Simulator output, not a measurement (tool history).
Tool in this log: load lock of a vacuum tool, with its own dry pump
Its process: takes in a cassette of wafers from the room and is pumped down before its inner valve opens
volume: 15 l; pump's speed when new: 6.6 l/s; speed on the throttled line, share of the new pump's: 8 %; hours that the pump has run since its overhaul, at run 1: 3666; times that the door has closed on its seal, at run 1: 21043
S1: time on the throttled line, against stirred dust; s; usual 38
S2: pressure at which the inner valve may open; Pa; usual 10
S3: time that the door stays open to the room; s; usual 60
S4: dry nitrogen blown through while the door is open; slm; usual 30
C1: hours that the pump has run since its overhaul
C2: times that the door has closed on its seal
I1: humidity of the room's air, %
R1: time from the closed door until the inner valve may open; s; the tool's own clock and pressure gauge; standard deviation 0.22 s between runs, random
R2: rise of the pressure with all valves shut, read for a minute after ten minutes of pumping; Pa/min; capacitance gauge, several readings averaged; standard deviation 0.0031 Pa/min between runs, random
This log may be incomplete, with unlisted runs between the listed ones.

{"run": 1, "day": 0.0, "S1": 38, "S2": 10, "S3": 60, "S4": 30, "C1": 3666, "C2": 21043, "I1": 47.6, "R1": 57.4, "R2": 0.444}
{"run": 2, "day": 2.196, "S1": 38, "S2": 10, "S3": 60, "S4": 30, "C1": 3718, "C2": 21254, "I1": 46.4, "R1": 57.4, "R2": 0.448}
{"run": 3, "day": 4.558, "S1": 38, "S2": 10, "S3": 60, "S4": 30, "C1": 3775, "C2": 21481, "I1": 45.9, "R1": 57.6, "R2": 0.452}
{"run": 4, "day": 7.908, "S1": 38, "S2": 10, "S3": 60, "S4": 30, "C1": 3855, "C2": 21803, "I1": 46.2, "R1": 57.9, "R2": 0.463}
{"run": 5, "day": 10.188, "S1": 38, "S2": 14, "S3": 60, "S4": 30, "C1": 3910, "C2": 22022, "I1": 47.9, "R1": 56.5, "R2": 0.462}
{"run": 6, "day": 12.675, "S1": 38, "S2": 14, "S3": 60, "S4": 30, "C1": 3970, "C2": 22261, "I1": 47.5, "R1": 57, "R2": 0.468}
{"run": 7, "day": 14.862, "S1": 38, "S2": 14, "S3": 60, "S4": 30, "C1": 4022, "C2": 22471, "I1": 46.7, "R1": 56.7, "R2": 0.47}
{"run": 8, "day": 18.067, "S1": 26, "S2": 14, "S3": 60, "S4": 30, "C1": 4099, "C2": 22779, "I1": 47.5, "R1": 45.7, "R2": 0.493}
{"run": 9, "day": 21.654, "S1": 29, "S2": 8, "S3": 60, "S4": 30, "C1": 4185, "C2": 23123, "I1": 45.7, "R1": 50.5, "R2": 0.504}
{"run": 10, "day": 23.704, "S1": 33, "S2": 10, "S3": 70, "S4": 30, "C1": 4234, "C2": 23320, "I1": 39.7, "R1": 52.9, "R2": 0.509}
{"run": 11, "day": 25.433, "S1": 33, "S2": 10, "S3": 70, "S4": 30, "C1": 4276, "C2": 23486, "I1": 42.9, "R1": 52.8, "R2": 0.51}
{"run": 12, "day": 27.242, "S1": 24, "S2": 10, "S3": 70, "S4": 6, "C1": 4319, "C2": 23660, "I1": 43.4, "R1": 45.3, "R2": 0.551}
{"run": 13, "day": 28.929, "S1": 24, "S2": 10, "S3": 70, "S4": 6, "C1": 4360, "C2": 23822, "I1": 44.9, "R1": 45.2, "R2": 0.553}
{"run": 14, "day": 31.992, "S1": 38, "S2": 13, "S3": 60, "S4": 10, "C1": 4433, "C2": 24116, "I1": 41.7, "R1": 57, "R2": 0.547}
{"run": 15, "day": 34.779, "S1": 38, "S2": 13, "S3": 60, "S4": 10, "C1": 4500, "C2": 24384, "I1": 41.9, "R1": 56.9, "R2": 0.562}
{"run": 16, "day": 36.462, "S1": 38, "S2": 13, "S3": 36, "S4": 7, "C1": 4541, "C2": 24546, "I1": 45.2, "R1": 57, "R2": 0.572}

5 ways to go on from here, each from the tool as it stands after run 16. What would each give?
{"run": "A", "day": 39.396, "S1": 23, "S2": 7, "S3": 36, "S4": 7, "C1": 4611, "C2": 24827, "I1": 44.3, "R1": "?", "R2": "?"}
{"run": "B", "day": 39.396, "S1": 38, "S2": 14, "S3": 55, "S4": 37, "C1": 4611, "C2": 24827, "I1": 44.2, "R1": "?", "R2": "?"}
{"run": "C", "day": 39.396, "S1": 25, "S2": 15, "S3": 52, "S4": 30, "C1": 4611, "C2": 24827, "I1": 44.5, "R1": "?", "R2": "?"}
{"run": "D", "day": 39.396, "S1": 50, "S2": 7, "S3": 60, "S4": 30, "C1": 4611, "C2": 24827, "I1": 43.6, "R1": "?", "R2": "?"}
{"run": "E", "day": 39.396, "S1": 38, "S2": 9, "S3": 60, "S4": 11, "C1": 4611, "C2": 24827, "I1": 51, "R1": "?", "R2": "?"}

run=A R1=45.1 R2=0.57
run=B R1=57.1 R2=0.548
run=C R1=45.1 R2=0.544
run=D R1=69.7 R2=0.547
run=E R1=58.5 R2=0.581
Take away the tool's hidden state, keep each run's random variation, and the runs would have read:
run=A R1=43.1 R2=0.082
run=B R1=55.4 R2=0.051
run=C R1=43.3 R2=0.058
run=D R1=67.9 R2=0.057
run=E R1=56.6 R2=0.094
